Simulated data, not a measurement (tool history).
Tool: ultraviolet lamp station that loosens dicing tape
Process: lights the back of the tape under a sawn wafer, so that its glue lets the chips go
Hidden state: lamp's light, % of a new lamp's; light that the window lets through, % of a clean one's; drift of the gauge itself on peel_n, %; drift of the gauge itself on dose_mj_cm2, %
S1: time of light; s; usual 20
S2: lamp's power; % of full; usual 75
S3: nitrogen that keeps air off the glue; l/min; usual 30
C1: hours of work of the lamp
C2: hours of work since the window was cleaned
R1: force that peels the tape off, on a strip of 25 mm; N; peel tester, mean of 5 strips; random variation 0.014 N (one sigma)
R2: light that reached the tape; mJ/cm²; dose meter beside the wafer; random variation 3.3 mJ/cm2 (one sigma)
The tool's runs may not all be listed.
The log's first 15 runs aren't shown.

run   hour  S1  S2  S3   C1   C2     R1   R2
 16  154.1  13  75  30  178   57   1.77  321
 17  161.4  13  75  30  183   62  1.769  314
 18  173.4  13  75  30  192   71  1.751  317
 19  179.9  13  75  17  197   76  2.082  312
 20    187  20  75  30  202   81  0.782  488
 21  192.5  19  65  30  206   85  1.236  403
 22  200.3  18  75  30  212   91  1.011  429
 23  212.5  18  97  46  221  100  0.532  554
 24  224.6  18  97  46  230  109  0.526  552
 25    233  11  85  54  236  115  1.675  295
 26  239.7  20  75  16  241  120   1.11  468
 27  247.1  24  79  30  246  125  0.539  594
 28  254.5  20  67  59  252  131  0.895  418
 29  267.5  20  67  21  261  140  1.252  415
 30  273.5  20  67  27  266  145  1.132  411
 31  283.2  20  78  14  273  152  1.116  479
 32  289.8  29  66  13  278  157  0.784  598
 33  302.8  12  81  54  287  166   1.68  299
 34  310.6  12  81  50  293  172  1.693  298
 35  316.3  12  81  14  297  176  2.513  299
 36    328  12  81  14  306  185  2.519  293
 37  336.7  24  92  53  312  191  0.344  667
 38  348.1  28  61  17  321  200  0.916  513
 39    355  28  61  17  326  205  0.926  511
 40  363.3  23  99  30  332  211  0.402  687

3 ways to go on from here, each from the tool as it stands after run 40. What would each give?
  A  369.3  29  75  30  336  215   ?   ?
  B  369.3  16  87  12  336  215   ?   ?
  C  369.3  23  90  30  336  215   ?   ?

run     R1   R2
  A  0.448  652
  B  1.533  421
  C  0.495  617
Without the tool's hidden state the same runs would have given:
run     R1   R2
  A  0.328  769
  B  1.139  496
  C  0.357  728
